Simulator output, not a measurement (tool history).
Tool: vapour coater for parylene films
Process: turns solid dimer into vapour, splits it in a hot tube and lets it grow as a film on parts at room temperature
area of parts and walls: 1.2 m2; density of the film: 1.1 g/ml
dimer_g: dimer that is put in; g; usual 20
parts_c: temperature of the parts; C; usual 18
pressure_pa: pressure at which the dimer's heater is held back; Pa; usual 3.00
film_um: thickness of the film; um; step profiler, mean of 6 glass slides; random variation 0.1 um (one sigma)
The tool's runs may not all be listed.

Run 1, hour 0.0: usual settings. Result: film_um 12.34 um.
Run 2, hour 23.8: usual settings. Result: film_um 12.43 um.
Run 3, hour 52.2: usual settings but pressure_pa 4.16 Pa. Result: film_um 11.67 um.
Run 4, hour 69.4: usual settings but dimer_g 16 g, pressure_pa 4.16 Pa. Result: film_um 9.32 um.
Run 5, hour 91.8: usual settings but dimer_g 16 g, pressure_pa 4.16 Pa. Result: film_um 9.33 um.
Run 6, hour 104.1: usual settings. Result: film_um 12.54 um.
Run 7, hour 124.7: usual settings but pressure_pa 2.61 Pa. Result: film_um 12.89 um.
Run 8, hour 147.3: usual settings but dimer_g 9 g. Result: film_um 5.58 um.
Run 9, hour 161.1: usual settings but dimer_g 9 g. Result: film_um 5.61 um.
Run 10, hour 181.0: usual settings but dimer_g 9 g. Result: film_um 5.63 um.
Run 11, hour 200.4: usual settings but dimer_g 9 g. Result: film_um 5.62 um.
Run 12, hour 230.6: usual settings. Result: film_um 12.29 um.
Run 13, hour 256.8: usual settings. Result: film_um 12.37 um.
Run 14, hour 270.5: usual settings but dimer_g 11 g, pressure_pa 5.29 Pa. Result: film_um 6.07 um.
Run 15, hour 290.7: usual settings but dimer_g 36 g, pressure_pa 4.96 Pa. Result: film_um 20.36 um.
Run 16, hour 320.9: usual settings but dimer_g 12 g, pressure_pa 4.96 Pa. Result: film_um 6.76 um.
Run 17, hour 344.4: usual settings but dimer_g 10 g, pressure_pa 8.28 Pa. Result: film_um 5.03 um.
Run 18, hour 372.9: usual settings but dimer_g 12 g, parts_c 20 C, pressure_pa 6.42 Pa. Result: film_um 5.95 um.
Run 19, hour 391.3: usual settings but pressure_pa 5.37 Pa. Result: film_um 10.94 um.
At hour 410.9: trap's valve overhauled.
Run 20, hour 411.1: usual settings but parts_c 30 C, pressure_pa 4.46 Pa. Result: film_um 7.26 um.
Run 21, hour 424.5: usual settings but dimer_g 35 g, parts_c 29 C, pressure_pa 10.27 Pa. Result: film_um 11.19 um.
Run 22, hour 441.3: usual settings but dimer_g 35 g, parts_c 29 C, pressure_pa 10.27 Pa. Result: film_um 11.10 um.
Run 23, hour 460.8: usual settings but dimer_g 35 g, parts_c 29 C, pressure_pa 10.27 Pa. Result: film_um 10.99 um.

5 ways to go on from here, each from the tool as it stands after run 23. What would each give?
Run A, hour 478.2: usual settings but dimer_g 35 g, parts_c 23 C, pressure_pa 10.27 Pa. Result: film_um ?.
Run B, hour 478.2: usual settings but pressure_pa 7.16 Pa. Result: film_um ?.
Run C, hour 478.2: usual settings but dimer_g 10 g, parts_c 12 C. Result: film_um ?.
Run D, hour 478.2: usual settings but dimer_g 35 g, parts_c 21 C, pressure_pa 4.05 Pa. Result: film_um ?.
Run E, hour 478.2: usual settings but dimer_g 35 g, parts_c 29 C, pressure_pa 2.04 Pa. Result: film_um ?.

run  film_um
  A    13.92
  B    10.54
  C     7.40
  D    18.27
  E    15.22
Without the tool's hidden state the same runs would have given:
run  film_um
  A    13.94
  B    10.55
  C     7.40
  D    18.29
  E    15.23
